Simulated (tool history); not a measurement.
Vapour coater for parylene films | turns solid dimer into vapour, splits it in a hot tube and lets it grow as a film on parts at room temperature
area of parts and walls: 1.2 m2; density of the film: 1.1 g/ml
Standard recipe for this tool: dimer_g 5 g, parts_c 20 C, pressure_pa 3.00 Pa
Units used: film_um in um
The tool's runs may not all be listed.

| run | hour | dimer_g | parts_c | pressure_pa | film_um |
|---|---|---|---|---|---|
| 1 | 0.0 | 5 | 20 | 3.00 | 2.66 |
| 2 | 20.1 | 5 | 20 | 3.00 | 2.73 |
| 3 | 43.8 | 5 | 20 | 3.00 | 2.67 |
| 4 | 60.8 | 5 | 20 | 9.54 | 2.15 |
| 5 | 81.9 | 7 | 20 | 3.00 | 3.74 |
| 6 | 106.5 | 3 | 20 | 3.00 | 1.59 |
| 7 | 137.3 | 3 | 20 | 3.00 | 1.60 |
|  | 154.2 | trap's valve overhauled |
| 8 | 171.0 | 5 | 20 | 3.00 | 2.88 |
| 9 | 197.7 | 5 | 20 | 3.00 | 2.90 |
| 10 | 217.3 | 5 | 20 | 3.00 | 2.83 |
| 11 | 237.4 | 5 | 20 | 3.00 | 2.89 |
| 12 | 260.6 | 5 | 20 | 3.00 | 2.87 |
| 13 | 285.8 | 5 | 24 | 3.00 | 2.47 |
| 14 | 317.7 | 5 | 20 | 3.00 | 2.84 |
| 15 | 349.3 | 5 | 20 | 3.00 | 2.84 |
| 16 | 379.5 | 7 | 20 | 3.00 | 3.96 |
| 17 | 402.8 | 7 | 20 | 3.00 | 3.94 |
| 18 | 433.6 | 3 | 20 | 3.00 | 1.64 |
| 19 | 458.1 | 3 | 20 | 3.00 | 1.67 |
| 20 | 477.2 | 5 | 20 | 3.00 | 2.77 |
| 21 | 501.8 | 5 | 20 | 3.00 | 2.73 |
| 22 | 522.7 | 5 | 20 | 3.00 | 2.74 |
| 23 | 544.2 | 8 | 26 | 3.14 | 3.39 |
| 24 | 563.3 | 6 | 26 | 7.48 | 2.19 |
| 25 | 587.2 | 6 | 26 | 7.48 | 2.18 |
| 26 | 616.7 | 5 | 20 | 10.70 | 2.13 |
| 27 | 637.9 | 5 | 20 | 10.70 | 2.13 |
| 28 | 660.8 | 5 | 20 | 10.70 | 2.13 |
| 29 | 678.2 | 3 | 21 | 5.74 | 1.37 |
| 30 | 710.2 | 3 | 21 | 5.74 | 1.36 |
| 31 | 734.8 | 3 | 21 | 5.74 | 1.37 |
| 32 | 751.9 | 6 | 19 | 2.08 | 3.56 |
| 33 | 778.0 | 5 | 23 | 9.83 | 1.88 |
| 34 | 805.1 | 5 | 23 | 9.83 | 1.86 |
| 35 | 831.6 | 5 | 23 | 9.83 | 1.88 |
| 36 | 854.6 | 5 | 20 | 4.54 | 2.41 |
| 37 | 876.6 | 6 | 20 | 3.00 | 3.13 |
|  | 885.9 | trap's valve overhauled |
| 38 | 900.0 | 6 | 20 | 3.00 | 3.40 |
| 39 | 927.4 | 5 | 15 | 10.60 | 2.73 |
| 40 | 949.1 | 4 | 12 | 4.58 | 2.86 |
| 41 | 968.7 | 4 | 12 | 4.58 | 2.88 |
| 42 | 985.4 | 4 | 12 | 2.41 | 2.93 |
| 43 | 1001.3 | 3 | 26 | 4.04 | 1.29 |
| 44 | 1016.1 | 3 | 26 | 4.04 | 1.24 |

Some steps in film_um, run to run, broken into two amounts with sign: the step expected even without the hidden condition (settings, incoming material, random variation), and the rest, left for the hidden condition together with whatever gauge scatter is not in both the measured and the hidden-condition-free result:
The hidden state here: vapour lost through the trap's worn valve, %; true temperature of the parts over the reading, C; drift of the gauge itself on film_um, %.
Run 5 -> 6: dimer_g 7 -> 3. film_um -2.15 um: hidden state +0.26, all else -2.41.
Run 17 -> 18: dimer_g 7 -> 3. film_um -2.30 um: hidden state +0.13, all else -2.43.
Run 31 -> 32: dimer_g 3 -> 6, parts_c 21 -> 19, pressure_pa 5.74 -> 2.08. film_um +2.19 um: hidden state -0.26, all else +2.45.
Run 37 -> 38: trap's valve overhauled. film_um +0.27 um: hidden state +0.30, all else -0.03.

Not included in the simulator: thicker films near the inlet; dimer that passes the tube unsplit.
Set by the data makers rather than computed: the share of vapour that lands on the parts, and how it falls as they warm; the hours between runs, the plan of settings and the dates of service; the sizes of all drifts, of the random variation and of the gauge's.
